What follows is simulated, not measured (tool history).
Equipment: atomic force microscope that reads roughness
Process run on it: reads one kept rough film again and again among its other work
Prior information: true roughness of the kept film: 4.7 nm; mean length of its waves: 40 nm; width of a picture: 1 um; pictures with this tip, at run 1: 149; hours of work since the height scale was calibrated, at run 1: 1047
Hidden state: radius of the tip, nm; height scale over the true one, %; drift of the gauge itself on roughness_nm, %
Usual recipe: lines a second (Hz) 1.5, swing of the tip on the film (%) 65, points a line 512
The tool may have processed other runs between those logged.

run,hour,lines a second (Hz),swing of the tip on the film (%),points a line,pictures with this tip,hours of work since the height scale was calibrated,roughness of the kept film (nm (root mean square))
1,0,1.5,65,512,149,1047,3.951
2,26.3,0.66,65,512,194,1066,3.952
3,68.1,1.5,65,270,264,1096,3.831
4,94.5,1.5,65,270,309,1115,3.785
# hour 138.3: new tip fitted
5,138.5,1.5,59,512,1,1145,4.108
# hour 185.1: height scale calibrated on a step standard
6,186.5,1.5,59,512,80,1,4.01
7,218.1,1.5,59,303,134,23,3.947
8,256.1,1.5,65,512,198,51,3.886
# hour 278.6: height scale calibrated on a step standard, once more
9,284,1.5,65,512,243,4,3.965
10,308,1.5,65,512,284,21,3.901
11,334,1.5,65,512,328,39,3.863
# hour 366.8: new tip fitted
12,371,1.5,65,564,7,65,4.161
13,410.6,1.5,65,564,74,94,4.11
14,432.8,1.5,65,564,111,109,4.051
15,478.1,1.5,65,564,188,142,3.977
16,520.2,1.5,65,564,259,172,3.964
17,549.3,0.75,65,564,309,192,3.924
18,579.7,1.01,61,282,360,214,3.856
# hour 593.7: new tip fitted
19,602.7,1.01,61,300,15,230,4.191
20,629.6,0.57,61,405,61,249,4.22
21,654.9,0.57,58,427,103,267,4.128
22,686.6,2.76,73,427,157,290,3.779
23,729,1.31,86,584,229,320,3.729
24,761.6,0.8,86,584,284,343,3.816
25,791.9,0.8,86,372,335,364,3.772
# hour 821.5: new tip fitted
26,834.6,1.5,77,662,22,394,4.029
27,860,1.5,77,662,65,413,3.97
28,909.8,0.71,65,636,149,448,4.067
29,961.6,0.71,65,636,237,485,3.987
30,1002.1,2.83,57,558,305,514,3.852
31,1030.1,2.83,57,558,353,534,3.806
# hour 1049: new tip fitted
32,1061.5,2.83,57,558,21,555,4.1
33,1093.8,1.5,67,344,75,578,4.053
34,1138.4,1.5,67,344,151,610,3.97

Branching from run 34: 3 alternative next runs. What would each branch give?
A,1170.2,1.5,58,344,205,633,?
B,1170.2,1.83,66,512,205,633,?
C,1170.2,0.9,88,396,205,633,?

run,roughness of the kept film (nm (root mean square))
A,3.958
B,3.878
C,3.808
Stripped of hidden state, with their random variation kept, the same runs would have yielded:
run,roughness of the kept film (nm (root mean square))
A,4.238
B,4.152
C,4.078
